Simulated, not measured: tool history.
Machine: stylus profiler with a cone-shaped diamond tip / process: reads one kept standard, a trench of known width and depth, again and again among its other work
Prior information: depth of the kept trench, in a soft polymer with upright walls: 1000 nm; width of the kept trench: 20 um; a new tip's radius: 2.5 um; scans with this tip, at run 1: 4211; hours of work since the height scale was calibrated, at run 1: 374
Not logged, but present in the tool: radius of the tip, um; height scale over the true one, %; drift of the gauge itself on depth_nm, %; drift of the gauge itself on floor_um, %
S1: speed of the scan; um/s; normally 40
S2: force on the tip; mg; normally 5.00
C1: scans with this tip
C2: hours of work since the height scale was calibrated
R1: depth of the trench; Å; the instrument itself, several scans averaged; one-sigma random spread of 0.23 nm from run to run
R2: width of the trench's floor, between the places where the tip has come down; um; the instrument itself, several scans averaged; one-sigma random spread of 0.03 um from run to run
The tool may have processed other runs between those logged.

| run | day | S1 | S2 | C1 | C2 | R1 | R2 |
|---|---|---|---|---|---|---|---|
| 1 | 0.000 | 40 | 5.00 | 4211 | 374 | 10176.0 | 15.45 |
| 2 | 1.496 | 40 | 5.00 | 4400 | 391 | 10179.5 | 15.47 |
| 3 | 3.921 | 40 | 14.52 | 4707 | 418 | 10365.1 | 15.44 |
| 4 | 6.792 | 40 | 14.52 | 5070 | 450 | 10362.0 | 15.47 |
| 5 | 8.854 | 40 | 2.16 | 5331 | 473 | 10106.7 | 15.36 |
| 6 | 10.208 | 40 | 2.16 | 5502 | 489 | 10104.6 | 15.30 |
| 7 | 11.804 | 40 | 2.16 | 5704 | 507 | 10107.3 | 15.31 |
| 8 | 13.800 | 40 | 2.16 | 5957 | 529 | 10109.5 | 15.29 |
| 9 | 16.525 | 40 | 2.16 | 6301 | 560 | 10110.0 | 15.30 |
| 10 | 18.321 | 40 | 5.00 | 6528 | 580 | 10187.1 | 15.30 |
| 11 | 19.750 | 40 | 5.00 | 6709 | 596 | 10186.5 | 15.26 |
| 12 | 21.742 | 40 | 5.00 | 6961 | 618 | 10182.8 | 15.25 |
| 13 | 23.646 | 40 | 6.95 | 7202 | 639 | 10234.3 | 15.20 |
| 14 | 25.504 | 40 | 6.95 | 7436 | 660 | 10231.4 | 15.17 |
| 15 | 27.346 | 40 | 6.95 | 7670 | 681 | 10233.7 | 15.18 |
| 16 | 30.246 | 40 | 14.28 | 8036 | 714 | 10366.2 | 15.18 |
| 17 | 31.892 | 40 | 14.28 | 8244 | 732 | 10367.8 | 15.13 |
| 18 | 34.171 | 40 | 14.28 | 8532 | 758 | 10368.2 | 15.06 |
| 19 | 35.950 | 40 | 14.28 | 8757 | 778 | 10369.1 | 15.07 |
| 20 | 37.354 | 40 | 2.37 | 8935 | 793 | 10122.6 | 15.01 |
| 21 | 39.562 | 40 | 2.37 | 9215 | 818 | 10123.1 | 14.94 |
| 22 | 41.021 | 40 | 2.37 | 9399 | 835 | 10123.0 | 14.99 |
| 23 | 42.504 | 40 | 2.37 | 9586 | 851 | 10123.5 | 14.95 |
| 24 | 43.883 | 40 | 5.00 | 9761 | 867 | 10194.9 | 14.96 |
| 25 | 46.738 | 40 | 5.00 | 10122 | 899 | 10192.0 | 14.94 |
| 26 | 49.671 | 23 | 14.52 | 10492 | 932 | 10377.1 | 14.92 |
| 27 | 51.000 | 72 | 4.42 | 10661 | 947 | 10184.9 | 14.80 |
| 28 | 53.779 | 38 | 2.07 | 11012 | 978 | 10121.9 | 14.76 |
| 29 | 56.754 | 37 | 5.00 | 11389 | 1011 | 10201.9 | 14.83 |
| 30 | 59.167 | 77 | 2.39 | 11693 | 1038 | 10126.2 | 14.64 |
| 31 | 62.021 | 73 | 2.15 | 12054 | 1070 | 10125.8 | 14.61 |
| 32 | 64.633 | 73 | 2.15 | 12385 | 1100 | 10123.4 | 14.55 |
| 33 | 67.604 | 32 | 4.20 | 12760 | 1133 | 10184.4 | 14.71 |
| 34 | 70.671 | 77 | 7.08 | 13148 | 1168 | 10248.2 | 14.57 |
| 35 | 72.762 | 77 | 7.08 | 13413 | 1191 | 10247.0 | 14.63 |
| 36 | 74.567 | 40 | 3.16 | 13641 | 1211 | 10158.4 | 14.58 |
| 37 | 76.362 | 37 | 10.41 | 13868 | 1231 | 10314.4 | 14.62 |
| 38 | 77.783 | 37 | 10.41 | 14047 | 1247 | 10319.2 | 14.59 |
| 39 | 80.508 | 141 | 3.61 | 14392 | 1278 | 10170.1 | 14.32 |
| 40 | 82.458 | 52 | 12.03 | 14639 | 1300 | 10347.3 | 14.53 |
| 41 | 84.908 | 40 | 12.50 | 14949 | 1327 | 10346.0 | 14.60 |
| 42 | 87.329 | 11 | 4.56 | 15255 | 1355 | 10192.8 | 14.57 |
| 43 | 88.904 | 59 | 4.56 | 15454 | 1372 | 10200.0 | 14.46 |
| 44 | 91.554 | 63 | 7.58 | 15789 | 1402 | 10260.7 | 14.36 |
| 45 | 94.204 | 19 | 5.00 | 16124 | 1432 | 10208.8 | 14.41 |
| 46 | 96.683 | 40 | 2.38 | 16438 | 1460 | 10142.9 | 14.36 |
| 47 | 98.071 | 55 | 7.62 | 16613 | 1475 | 10266.6 | 14.34 |

3 options for the next run, each taken on its own from the tool as it stands now. Forecast them:
| A | 100.700 | 38 | 5.91 | 16946 | 1505 | ? | ? |
| B | 100.700 | 55 | 2.75 | 16946 | 1505 | ? | ? |
| C | 100.700 | 14 | 3.25 | 16946 | 1505 | ? | ? |

| run | R1 | R2 |
|---|---|---|
| A | 10231.8 | 14.32 |
| B | 10151.7 | 14.27 |
| C | 10165.9 | 14.38 |
With no hidden state in the tool, these same runs would have given:
| run | R1 | R2 |
|---|---|---|
| A | 10193.9 | 15.91 |
| B | 10114.2 | 15.87 |
| C | 10128.4 | 15.98 |

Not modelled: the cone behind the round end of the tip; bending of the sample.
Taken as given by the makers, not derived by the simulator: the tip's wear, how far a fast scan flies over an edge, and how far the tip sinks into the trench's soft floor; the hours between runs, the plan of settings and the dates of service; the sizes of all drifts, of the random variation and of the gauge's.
